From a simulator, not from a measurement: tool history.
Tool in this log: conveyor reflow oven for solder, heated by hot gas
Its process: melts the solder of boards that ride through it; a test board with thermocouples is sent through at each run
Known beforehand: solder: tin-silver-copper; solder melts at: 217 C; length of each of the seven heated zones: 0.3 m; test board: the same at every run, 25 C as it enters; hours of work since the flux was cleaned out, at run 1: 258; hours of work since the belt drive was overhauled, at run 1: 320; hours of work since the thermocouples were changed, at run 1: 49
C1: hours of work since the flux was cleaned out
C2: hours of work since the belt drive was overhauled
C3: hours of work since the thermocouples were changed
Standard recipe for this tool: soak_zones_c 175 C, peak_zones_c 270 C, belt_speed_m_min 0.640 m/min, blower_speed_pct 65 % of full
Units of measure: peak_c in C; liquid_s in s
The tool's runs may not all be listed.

{"run": 1, "day": 0.0, "soak_zones_c": 175, "peak_zones_c": 270, "belt_speed_m_min": 0.64, "blower_speed_pct": 65, "C1": 258, "C2": 320, "C3": 49, "peak_c": 247.5, "liquid_s": 37.7}
{"run": 2, "day": 2.229, "soak_zones_c": 175, "peak_zones_c": 270, "belt_speed_m_min": 0.64, "blower_speed_pct": 65, "C1": 281, "C2": 343, "C3": 72, "peak_c": 246.7, "liquid_s": 37.3}
{"run": 3, "day": 4.988, "soak_zones_c": 175, "peak_zones_c": 270, "belt_speed_m_min": 0.6, "blower_speed_pct": 65, "C1": 310, "C2": 372, "C3": 100, "peak_c": 249.0, "liquid_s": 42.5}
{"day": 5.708, "done": "flux residue cleaned out of gas plates and filters"}
{"run": 4, "day": 6.792, "soak_zones_c": 175, "peak_zones_c": 270, "belt_speed_m_min": 0.6, "blower_speed_pct": 65, "C1": 11, "C2": 388, "C3": 117, "peak_c": 251.8, "liquid_s": 45.1}
{"run": 5, "day": 9.567, "soak_zones_c": 175, "peak_zones_c": 270, "belt_speed_m_min": 0.64, "blower_speed_pct": 65, "C1": 40, "C2": 417, "C3": 146, "peak_c": 249.1, "liquid_s": 39.9}
{"run": 6, "day": 11.442, "soak_zones_c": 175, "peak_zones_c": 268, "belt_speed_m_min": 0.64, "blower_speed_pct": 65, "C1": 59, "C2": 436, "C3": 165, "peak_c": 247.8, "liquid_s": 39.0}
{"run": 7, "day": 12.675, "soak_zones_c": 172, "peak_zones_c": 270, "belt_speed_m_min": 0.64, "blower_speed_pct": 65, "C1": 72, "C2": 449, "C3": 178, "peak_c": 248.4, "liquid_s": 39.2}
{"run": 8, "day": 15.233, "soak_zones_c": 172, "peak_zones_c": 270, "belt_speed_m_min": 0.64, "blower_speed_pct": 65, "C1": 98, "C2": 475, "C3": 204, "peak_c": 248.4, "liquid_s": 38.4}
{"run": 9, "day": 17.55, "soak_zones_c": 172, "peak_zones_c": 270, "belt_speed_m_min": 0.64, "blower_speed_pct": 65, "C1": 122, "C2": 499, "C3": 228, "peak_c": 248.0, "liquid_s": 37.9}
{"day": 17.992, "done": "belt drive overhauled, speed set with a stopwatch"}
{"run": 10, "day": 20.562, "soak_zones_c": 175, "peak_zones_c": 259, "belt_speed_m_min": 0.518, "blower_speed_pct": 65, "C1": 152, "C2": 27, "C3": 257, "peak_c": 245.2, "liquid_s": 49.2}
{"run": 11, "day": 23.304, "soak_zones_c": 175, "peak_zones_c": 259, "belt_speed_m_min": 0.518, "blower_speed_pct": 65, "C1": 180, "C2": 55, "C3": 286, "peak_c": 245.5, "liquid_s": 48.9}
{"run": 12, "day": 25.862, "soak_zones_c": 177, "peak_zones_c": 270, "belt_speed_m_min": 0.64, "blower_speed_pct": 65, "C1": 206, "C2": 81, "C3": 312, "peak_c": 248.6, "liquid_s": 40.1}
{"day": 27.017, "done": "belt drive overhauled, speed set with a stopwatch, once more"}
{"run": 13, "day": 28.871, "soak_zones_c": 182, "peak_zones_c": 270, "belt_speed_m_min": 0.64, "blower_speed_pct": 66, "C1": 236, "C2": 19, "C3": 342, "peak_c": 249.1, "liquid_s": 41.2}

Here are 3 independent what-if runs from the current tool condition. What would each one return?
{"run": "A", "day": 30.758, "soak_zones_c": 173, "peak_zones_c": 278, "belt_speed_m_min": 0.64, "blower_speed_pct": 66, "C1": 255, "C2": 39, "C3": 361, "peak_c": "?", "liquid_s": "?"}
{"run": "B", "day": 30.758, "soak_zones_c": 179, "peak_zones_c": 270, "belt_speed_m_min": 0.64, "blower_speed_pct": 66, "C1": 255, "C2": 39, "C3": 361, "peak_c": "?", "liquid_s": "?"}
{"run": "C", "day": 30.758, "soak_zones_c": 175, "peak_zones_c": 270, "belt_speed_m_min": 0.64, "blower_speed_pct": 66, "C1": 255, "C2": 39, "C3": 361, "peak_c": "?", "liquid_s": "?"}

run=A peak_c=252.8 liquid_s=40.9
run=B peak_c=248.0 liquid_s=39.8
run=C peak_c=247.4 liquid_s=37.7
With the hidden condition removed and each run's random variation left untouched, the same runs would have given:
run=A peak_c=255.6 liquid_s=42.8
run=B peak_c=250.6 liquid_s=41.9
run=C peak_c=250.1 liquid_s=39.9
